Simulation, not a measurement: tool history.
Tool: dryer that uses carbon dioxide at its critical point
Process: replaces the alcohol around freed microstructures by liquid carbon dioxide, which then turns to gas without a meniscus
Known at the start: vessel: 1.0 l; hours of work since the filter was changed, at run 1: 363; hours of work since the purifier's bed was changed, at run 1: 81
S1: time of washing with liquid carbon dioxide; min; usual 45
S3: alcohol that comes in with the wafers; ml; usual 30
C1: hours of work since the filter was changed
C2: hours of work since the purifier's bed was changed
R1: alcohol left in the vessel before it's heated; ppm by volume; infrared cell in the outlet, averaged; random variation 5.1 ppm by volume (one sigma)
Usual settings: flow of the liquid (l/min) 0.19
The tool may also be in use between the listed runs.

run 1 hour=0 | S1=45 flow_of_the_liquid_(l/min)=0.19 S3=30 | C1=363 C2=81 | R1=117
run 2 hour=21.1 | S1=45 flow_of_the_liquid_(l/min)=0.19 S3=41 | C1=379 C2=98 | R1=151
run 3 hour=39.5 | S1=45 flow_of_the_liquid_(l/min)=0.19 S3=30 | C1=394 C2=112 | R1=123
run 4 hour=64.8 | S1=45 flow_of_the_liquid_(l/min)=0.19 S3=30 | C1=413 C2=131 | R1=134
run 5 hour=84 | S1=45 flow_of_the_liquid_(l/min)=0.19 S3=30 | C1=428 C2=146 | R1=143
run 6 hour=104.7 | S1=45 flow_of_the_liquid_(l/min)=0.19 S3=30 | C1=444 C2=162 | R1=136
run 7 hour=125.7 | S1=45 flow_of_the_liquid_(l/min)=0.19 S3=30 | C1=460 C2=178 | R1=143
run 8 hour=151.3 | S1=45 flow_of_the_liquid_(l/min)=0.19 S3=30 | C1=480 C2=198 | R1=158
run 9 hour=169.4 | S1=45 flow_of_the_liquid_(l/min)=0.19 S3=30 | C1=494 C2=212 | R1=165
run 10 hour=189.2 | S1=45 flow_of_the_liquid_(l/min)=0.291 S3=39 | C1=509 C2=227 | R1=69
run 11 hour=212.9 | S1=41 flow_of_the_liquid_(l/min)=0.236 S3=41 | C1=527 C2=246 | R1=129
run 12 hour=223.7 | S1=30 flow_of_the_liquid_(l/min)=0.236 S3=41 | C1=536 C2=254 | R1=497
run 13 hour=239.9 | S1=32 flow_of_the_liquid_(l/min)=0.285 S3=30 | C1=548 C2=266 | R1=146
run 14 hour=257.6 | S1=32 flow_of_the_liquid_(l/min)=0.285 S3=30 | C1=562 C2=280 | R1=151
run 15 hour=282.5 | S1=27 flow_of_the_liquid_(l/min)=0.165 S3=20 | C1=581 C2=299 | R1=1294
run 16 hour=293.6 | S1=34 flow_of_the_liquid_(l/min)=0.19 S3=30 | C1=590 C2=308 | R1=593
-- hour=296.1 inlet filter changed
run 17 hour=311 | S1=45 flow_of_the_liquid_(l/min)=0.19 S3=47 | C1=11 C2=320 | R1=142

5 ways to go on from here, each from the tool as it stands after run 17. What would each give?
run A hour=336.7 | S1=45 flow_of_the_liquid_(l/min)=0.19 S3=63 | C1=31 C2=340 | R1=?
run B hour=336.7 | S1=27 flow_of_the_liquid_(l/min)=0.139 S3=55 | C1=31 C2=340 | R1=?
run C hour=336.7 | S1=51 flow_of_the_liquid_(l/min)=0.212 S3=50 | C1=31 C2=340 | R1=?
run D hour=336.7 | S1=55 flow_of_the_liquid_(l/min)=0.17 S3=71 | C1=31 C2=340 | R1=?
run E hour=336.7 | S1=39 flow_of_the_liquid_(l/min)=0.19 S3=47 | C1=31 C2=340 | R1=?

run=A R1=177
run=B R1=3400
run=C R1=88
run=D R1=129
run=E R1=245
Without the tool's hidden state the same runs would have given:
run=A R1=107
run=B R1=3254
run=C R1=23
run=D R1=61
run=E R1=172
